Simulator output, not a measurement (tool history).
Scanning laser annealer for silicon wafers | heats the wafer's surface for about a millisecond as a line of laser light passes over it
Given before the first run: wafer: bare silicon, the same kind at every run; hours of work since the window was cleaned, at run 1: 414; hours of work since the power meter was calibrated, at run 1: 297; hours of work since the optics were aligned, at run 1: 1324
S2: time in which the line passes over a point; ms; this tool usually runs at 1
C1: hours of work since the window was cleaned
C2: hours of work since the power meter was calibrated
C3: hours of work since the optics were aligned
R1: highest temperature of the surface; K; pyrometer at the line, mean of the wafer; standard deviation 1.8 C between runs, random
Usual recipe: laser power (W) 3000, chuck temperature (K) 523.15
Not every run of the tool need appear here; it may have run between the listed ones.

Run 1, hour 0: usual settings; C1 414; C2 297; C3 1324. Result: R1 1222.15 K.
Run 2, hour 24: usual settings; C1 430; C2 313; C3 1340. Result: R1 1223.15 K.
Run 3, hour 37.6: usual settings but laser power (W) 2909; C1 439; C2 323; C3 1349. Result: R1 1200.15 K.
Run 4, hour 56.1: usual settings but laser power (W) 2871; C1 452; C2 335; C3 1362. Result: R1 1191.15 K.
Run 5, hour 79.3: usual settings; C1 468; C2 351; C3 1378. Result: R1 1216.15 K.
Run 6, hour 102.2: usual settings but chuck temperature (K) 500.15; C1 483; C2 367; C3 1393. Result: R1 1196.15 K.
Run 7, hour 117.3: usual settings but chuck temperature (K) 516.15; C1 493; C2 377; C3 1403. Result: R1 1212.15 K.
Run 8, hour 137.8: usual settings but chuck temperature (K) 516.15; C1 507; C2 391; C3 1417. Result: R1 1210.15 K.
Run 9, hour 151.3: usual settings but chuck temperature (K) 516.15; C1 517; C2 400; C3 1427. Result: R1 1208.15 K.
Run 10, hour 168.6: usual settings but chuck temperature (K) 516.15; C1 528; C2 412; C3 1438. Result: R1 1207.15 K.
Run 11, hour 182.6: usual settings but chuck temperature (K) 516.15; C1 538; C2 421; C3 1448. Result: R1 1209.15 K.
Run 12, hour 194.5: usual settings but chuck temperature (K) 516.15; C1 546; C2 429; C3 1456. Result: R1 1207.15 K.
Run 13, hour 213.1: usual settings; C1 559; C2 442; C3 1469. Result: R1 1213.15 K.
Run 14, hour 226.3: usual settings; C1 568; C2 451; C3 1478. Result: R1 1213.15 K.
Run 15, hour 239.2: usual settings; C1 576; C2 460; C3 1486. Result: R1 1214.15 K.
Run 16, hour 255.7: usual settings; C1 588; C2 471; C3 1498. Result: R1 1213.15 K.
Run 17, hour 268.9: usual settings; C1 597; C2 480; C3 1507. Result: R1 1212.15 K.
Run 18, hour 284.7: usual settings; C1 607; C2 491; C3 1517. Result: R1 1208.15 K.
Run 19, hour 297.7: usual settings but chuck temperature (K) 528.15; C1 616; C2 499; C3 1526. Result: R1 1214.15 K.
Run 20, hour 315.3: usual settings but S2 0.74 ms; C1 628; C2 511; C3 1538. Result: R1 1117.15 K.
Run 21, hour 326.1: usual settings but laser power (W) 3003; C1 635; C2 519; C3 1545. Result: R1 1211.15 K.
Run 22, hour 348.8: usual settings but laser power (W) 3193, chuck temperature (K) 505.15; C1 651; C2 534; C3 1561. Result: R1 1231.15 K.
At hour 360.8: window over the wafer cleaned.
Run 23, hour 366.1: usual settings but laser power (W) 3193, chuck temperature (K) 505.15; C1 4; C2 545; C3 1571. Result: R1 1275.15 K.
Run 24, hour 383.7: usual settings but laser power (W) 2939, S2 0.89 ms, chuck temperature (K) 497.15; C1 16; C2 557; C3 1583. Result: R1 1166.15 K.
Run 25, hour 402.5: usual settings but laser power (W) 3030, S2 0.71 ms, chuck temperature (K) 535.15; C1 28; C2 569; C3 1596. Result: R1 1154.15 K.
Run 26, hour 413.7: usual settings but laser power (W) 2764, S2 0.71 ms, chuck temperature (K) 535.15; C1 36; C2 577; C3 1604. Result: R1 1097.15 K.
Run 27, hour 439.1: usual settings but laser power (W) 2764, S2 0.71 ms, chuck temperature (K) 535.15; C1 53; C2 594; C3 1621. Result: R1 1100.15 K.
Run 28, hour 457.6: usual settings but laser power (W) 2746, S2 1.1 ms, chuck temperature (K) 493.15; C1 66; C2 607; C3 1633. Result: R1 1191.15 K.
Run 29, hour 478.4: usual settings but laser power (W) 2746, S2 1.1 ms, chuck temperature (K) 493.15; C1 80; C2 621; C3 1648. Result: R1 1186.15 K.
Run 30, hour 499.2: usual settings but laser power (W) 2796, S2 0.82 ms; C1 94; C2 635; C3 1662. Result: R1 1131.15 K.
Run 31, hour 519.1: usual settings but laser power (W) 2796, S2 0.82 ms; C1 108; C2 649; C3 1675. Result: R1 1130.15 K.
Run 32, hour 534.7: usual settings but laser power (W) 2796, S2 0.82 ms; C1 118; C2 659; C3 1686. Result: R1 1130.15 K.
Run 33, hour 557.8: usual settings but laser power (W) 3223, S2 0.9 ms, chuck temperature (K) 520.15; C1 134; C2 675; C3 1702. Result: R1 1249.15 K.
Run 34, hour 576.8: usual settings but laser power (W) 3223, S2 1.13 ms, chuck temperature (K) 519.15; C1 147; C2 688; C3 1715. Result: R1 1336.15 K.
Run 35, hour 598.1: usual settings but chuck temperature (K) 534.15; C1 161; C2 702; C3 1729. Result: R1 1252.15 K.
Run 36, hour 614.9: usual settings but laser power (W) 3284, S2 0.82 ms, chuck temperature (K) 520.15; C1 173; C2 714; C3 1740. Result: R1 1223.15 K.
Run 37, hour 630: usual settings but laser power (W) 3284, S2 0.82 ms, chuck temperature (K) 520.15; C1 183; C2 724; C3 1751. Result: R1 1231.15 K.
Run 38, hour 647.8: usual settings but laser power (W) 2986, S2 0.87 ms, chuck temperature (K) 559.15; C1 195; C2 736; C3 1763. Result: R1 1222.15 K.
Run 39, hour 672.4: usual settings but laser power (W) 3005; C1 212; C2 753; C3 1779. Result: R1 1238.15 K.
Run 40, hour 690.9: usual settings but laser power (W) 3005; C1 224; C2 765; C3 1792. Result: R1 1235.15 K.
Run 41, hour 702.7: usual settings but laser power (W) 3036, chuck temperature (K) 499.15; C1 232; C2 773; C3 1800. Result: R1 1221.15 K.

Here are 3 independent what-if runs from the current tool condition. What would each one return?
Run A, hour 719.3: usual settings but laser power (W) 2679, chuck temperature (K) 560.15; C1 244; C2 785; C3 1811. Result: R1 ?.
Run B, hour 719.3: usual settings but laser power (W) 3036, chuck temperature (K) 487.15; C1 244; C2 785; C3 1811. Result: R1 ?.
Run C, hour 719.3: usual settings but laser power (W) 2666, S2 0.78 ms, chuck temperature (K) 499.15; C1 244; C2 785; C3 1811. Result: R1 ?.

run       R1
  A  1201.15
  B  1207.15
  C  1060.15
Without the tool's unlogged condition, the same runs would have read:
run       R1
  A  1217.15
  B  1224.15
  C  1074.15
